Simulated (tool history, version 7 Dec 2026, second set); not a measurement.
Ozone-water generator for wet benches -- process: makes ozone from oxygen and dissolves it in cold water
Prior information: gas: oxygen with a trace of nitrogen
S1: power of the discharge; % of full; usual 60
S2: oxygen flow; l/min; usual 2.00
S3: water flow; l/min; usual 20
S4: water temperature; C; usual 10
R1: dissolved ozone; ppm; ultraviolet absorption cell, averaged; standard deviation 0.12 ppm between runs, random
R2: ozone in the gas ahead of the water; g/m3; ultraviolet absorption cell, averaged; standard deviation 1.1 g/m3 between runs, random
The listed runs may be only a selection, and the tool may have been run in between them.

run 1 hour=0.0 | S1=60 S2=2.00 S3=20 S4=10 | R1=9.5 R2=187.5
run 2 hour=40.4 | S1=60 S2=2.00 S3=20 S4=10 | R1=9.4 R2=188.5
run 3 hour=66.4 | S1=60 S2=2.00 S3=20 S4=10 | R1=9.5 R2=187.7
run 4 hour=122.4 | S1=60 S2=1.28 S3=20 S4=10 | R1=8.3 R2=236.0
run 5 hour=167.4 | S1=60 S2=2.00 S3=20 S4=5 | R1=9.7 R2=187.4
run 6 hour=212.5 | S1=60 S2=2.00 S3=20 S4=5 | R1=10.0 R2=185.5
run 7 hour=256.0 | S1=60 S2=2.00 S3=20 S4=8 | R1=9.7 R2=188.5
run 8 hour=306.2 | S1=60 S2=2.00 S3=20 S4=8 | R1=9.7 R2=185.4
run 9 hour=339.6 | S1=60 S2=2.00 S3=20 S4=8 | R1=9.7 R2=185.2
run 10 hour=378.3 | S1=60 S2=2.00 S3=20 S4=8 | R1=9.7 R2=185.5
run 11 hour=407.8 | S1=60 S2=2.00 S3=20 S4=8 | R1=9.8 R2=186.3
run 12 hour=458.8 | S1=61 S2=2.00 S3=20 S4=10 | R1=9.6 R2=187.3
run 13 hour=492.5 | S1=60 S2=2.00 S3=20 S4=10 | R1=9.6 R2=186.4
run 14 hour=548.3 | S1=60 S2=2.00 S3=20 S4=10 | R1=9.3 R2=185.2
run 15 hour=579.2 | S1=60 S2=2.00 S3=20 S4=10 | R1=9.4 R2=184.6
run 16 hour=640.9 | S1=60 S2=2.00 S3=20 S4=10 | R1=9.4 R2=186.4
run 17 hour=690.3 | S1=60 S2=2.00 S3=20 S4=10 | R1=9.4 R2=184.9
run 18 hour=750.9 | S1=60 S2=2.00 S3=20 S4=10 | R1=9.4 R2=186.1
run 19 hour=814.0 | S1=60 S2=2.00 S3=20 S4=10 | R1=9.4 R2=182.7
run 20 hour=857.3 | S1=93 S2=1.75 S3=14 S4=11 | R1=18.0 R2=279.9
run 21 hour=893.4 | S1=93 S2=1.75 S3=14 S4=11 | R1=18.2 R2=282.1
run 22 hour=948.6 | S1=60 S2=1.81 S3=30 S4=7 | R1=6.0 R2=193.9
-- hour=957.5 contactor cleaned
run 23 hour=996.1 | S1=43 S2=2.00 S3=20 S4=10 | R1=7.2 R2=138.8
run 24 hour=1038.9 | S1=59 S2=2.95 S3=30 S4=10 | R1=7.0 R2=146.9

Forecast run 25:
run 25 hour=1076.0 | S1=59 S2=3.11 S3=23 S4=6 | R1=? R2=?

Logged for run 25: R1 9.9 ppm, R2 143.7 g/m3.
With the hidden condition absent and the run-to-run variation left alone, this run would have shown R1 10.4 ppm, R2 149.9 g/m3.
